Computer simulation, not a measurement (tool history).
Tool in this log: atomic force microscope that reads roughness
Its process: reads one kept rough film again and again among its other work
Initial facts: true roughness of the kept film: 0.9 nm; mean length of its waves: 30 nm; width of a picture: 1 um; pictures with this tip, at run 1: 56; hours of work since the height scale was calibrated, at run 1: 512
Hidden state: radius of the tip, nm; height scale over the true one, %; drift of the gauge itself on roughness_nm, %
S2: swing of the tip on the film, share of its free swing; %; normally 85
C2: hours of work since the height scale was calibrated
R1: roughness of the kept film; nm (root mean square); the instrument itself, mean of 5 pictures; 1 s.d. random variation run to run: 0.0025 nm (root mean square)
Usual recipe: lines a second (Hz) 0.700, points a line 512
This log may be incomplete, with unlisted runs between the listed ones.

{"run": 1, "hour": 0.0, "lines a second (Hz)": 0.7, "S2": 85, "points a line": 512, "pictures with this tip": 56, "C2": 512, "R1": 0.793}
{"hour": 3.5, "done": "new tip fitted"}
{"run": 2, "hour": 21.3, "lines a second (Hz)": 0.634, "S2": 85, "points a line": 512, "pictures with this tip": 39, "C2": 526, "R1": 0.796}
{"hour": 34.2, "done": "new tip fitted"}
{"run": 3, "hour": 45.1, "lines a second (Hz)": 0.634, "S2": 85, "points a line": 512, "pictures with this tip": 24, "C2": 542, "R1": 0.803}
{"run": 4, "hour": 58.5, "lines a second (Hz)": 0.634, "S2": 85, "points a line": 512, "pictures with this tip": 54, "C2": 551, "R1": 0.789}
{"hour": 63.7, "done": "new tip fitted"}
{"run": 5, "hour": 84.1, "lines a second (Hz)": 0.634, "S2": 85, "points a line": 512, "pictures with this tip": 45, "C2": 568, "R1": 0.79}
{"hour": 94.0, "done": "new tip fitted"}
{"run": 6, "hour": 109.4, "lines a second (Hz)": 0.634, "S2": 85, "points a line": 512, "pictures with this tip": 34, "C2": 585, "R1": 0.794}
{"hour": 124.0, "done": "new tip fitted"}
{"run": 7, "hour": 131.4, "lines a second (Hz)": 0.634, "S2": 85, "points a line": 512, "pictures with this tip": 16, "C2": 599, "R1": 0.811}
{"run": 8, "hour": 146.6, "lines a second (Hz)": 0.7, "S2": 85, "points a line": 512, "pictures with this tip": 50, "C2": 609, "R1": 0.781}
{"hour": 152.9, "done": "new tip fitted"}
{"run": 9, "hour": 167.4, "lines a second (Hz)": 1.609, "S2": 85, "points a line": 512, "pictures with this tip": 32, "C2": 623, "R1": 0.711}
{"hour": 184.0, "done": "new tip fitted"}
{"run": 10, "hour": 189.0, "lines a second (Hz)": 1.609, "S2": 85, "points a line": 512, "pictures with this tip": 11, "C2": 637, "R1": 0.722}
{"run": 11, "hour": 212.1, "lines a second (Hz)": 1.609, "S2": 85, "points a line": 512, "pictures with this tip": 62, "C2": 653, "R1": 0.697}
{"hour": 214.5, "done": "new tip fitted"}
{"run": 12, "hour": 223.9, "lines a second (Hz)": 3.242, "S2": 85, "points a line": 325, "pictures with this tip": 22, "C2": 661, "R1": 0.608}
{"run": 13, "hour": 240.1, "lines a second (Hz)": 0.7, "S2": 85, "points a line": 597, "pictures with this tip": 57, "C2": 672, "R1": 0.784}
{"hour": 245.3, "done": "new tip fitted"}
{"run": 14, "hour": 266.8, "lines a second (Hz)": 0.7, "S2": 85, "points a line": 597, "pictures with this tip": 48, "C2": 689, "R1": 0.787}
{"hour": 275.2, "done": "new tip fitted"}
{"run": 15, "hour": 290.5, "lines a second (Hz)": 0.7, "S2": 85, "points a line": 597, "pictures with this tip": 34, "C2": 705, "R1": 0.789}
{"run": 16, "hour": 302.7, "lines a second (Hz)": 0.7, "S2": 85, "points a line": 597, "pictures with this tip": 62, "C2": 713, "R1": 0.779}
{"hour": 305.6, "done": "new tip fitted"}
{"run": 17, "hour": 328.1, "lines a second (Hz)": 2.012, "S2": 70, "points a line": 311, "pictures with this tip": 50, "C2": 730, "R1": 0.758}
{"hour": 334.8, "done": "new tip fitted"}
{"run": 18, "hour": 343.6, "lines a second (Hz)": 2.012, "S2": 70, "points a line": 311, "pictures with this tip": 19, "C2": 740, "R1": 0.775}
{"run": 19, "hour": 356.9, "lines a second (Hz)": 0.623, "S2": 80, "points a line": 376, "pictures with this tip": 49, "C2": 749, "R1": 0.801}
{"hour": 364.4, "done": "new tip fitted"}
{"run": 20, "hour": 373.1, "lines a second (Hz)": 0.623, "S2": 80, "points a line": 376, "pictures with this tip": 20, "C2": 760, "R1": 0.821}
{"run": 21, "hour": 391.9, "lines a second (Hz)": 1.54, "S2": 59, "points a line": 930, "pictures with this tip": 62, "C2": 772, "R1": 0.824}

What does the tool deliver on the next run?
{"hour": 394.5, "done": "new tip fitted"}
{"run": 22, "hour": 412.9, "lines a second (Hz)": 0.7, "S2": 63, "points a line": 530, "pictures with this tip": 41, "C2": 786, "R1": "?"}

R1: 0.840 nm (root mean square)
If the tool had no hidden condition, the same run with the same run-to-run variation would have returned R1 0.856 nm (root mean square).
